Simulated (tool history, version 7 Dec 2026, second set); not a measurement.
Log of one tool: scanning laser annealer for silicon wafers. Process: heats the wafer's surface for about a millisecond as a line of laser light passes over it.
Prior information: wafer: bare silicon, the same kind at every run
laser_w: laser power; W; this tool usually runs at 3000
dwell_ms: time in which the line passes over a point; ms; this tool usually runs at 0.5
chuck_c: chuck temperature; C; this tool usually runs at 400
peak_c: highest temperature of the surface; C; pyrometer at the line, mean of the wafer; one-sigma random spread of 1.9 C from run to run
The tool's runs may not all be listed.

run    hour  laser_w  dwell_ms  chuck_c  peak_c
  1       0     3000       0.5      400    1150
  2    57.5     3184       0.5      400    1196
  3   101.5     3184       0.5      400    1242
  4   148.1     3000       0.5      400    1189
  5   230.2     3000       0.5      400    1182
  6     306     2642       0.5      400    1083
  7   393.8     2642       0.5      400    1084
  8   450.4     2642       0.5      400    1082
  9     530     3156       0.5      400    1205
 10   607.7     3156       0.5      400    1199
 11     678     3000       0.5      400    1156
 12   769.7     3000     0.464      400    1127
 13     821     3000     0.464      400    1126
 14   894.2     3166     0.573      387    1220
 15   935.6     3166     0.573      387    1217
 16  1021.3     2591     0.416      410    1034
 17    1065     2618     0.611      414    1160
 18  1146.6     2843     0.611      400    1208
 19  1211.1     3144       0.5      363    1168
 20  1282.4     2554     0.456      432    1060
 21  1346.9     2664     0.557      433    1159
 22  1426.4     2664     0.557      433    1157
 23  1473.6     3201     0.392      403    1138
 24  1530.7     3235     0.412      364    1117
 25  1578.9     3218     0.548      430    1279
 26  1645.5     3000     0.407      400    1094

The log once held 3 entries between its listed runs, left out of this copy. Where does each go, and what is different about the tool's unlogged condition between the listed run before it and the listed run after it?
After run 2, before run 3: window over the wafer cleaned (hour 93.9)
  light that passes the window, % of a clean one's: 94.22 -> 99.83; laser's true power over the reading, %: -0.66 -> -0.68; width of the line over the set one, %: 1.67 -> 1.72
  the result without the hidden state subtracted from the measured one, peak_c: -60 -> -15 C
After run 15, before run 16: window over the wafer cleaned (hour 987.4)
  light that passes the window, % of a clean one's: 94.24 -> 99.74; laser's true power over the reading, %: -1.08 -> -1.11; width of the line over the set one, %: 2.76 -> 2.87
  the result without the hidden state subtracted from the measured one, peak_c: -71 -> -18 C
After run 20, before run 21: optics aligned, line set to its width (hour 1346.9)
  light that passes the window, % of a clean one's: 98.02 -> 97.6; laser's true power over the reading, %: -1.24 -> -1.27; width of the line over the set one, %: 3.22 -> 0.23
  the result without the hidden state subtracted from the measured one, peak_c: -31 -> -28 C
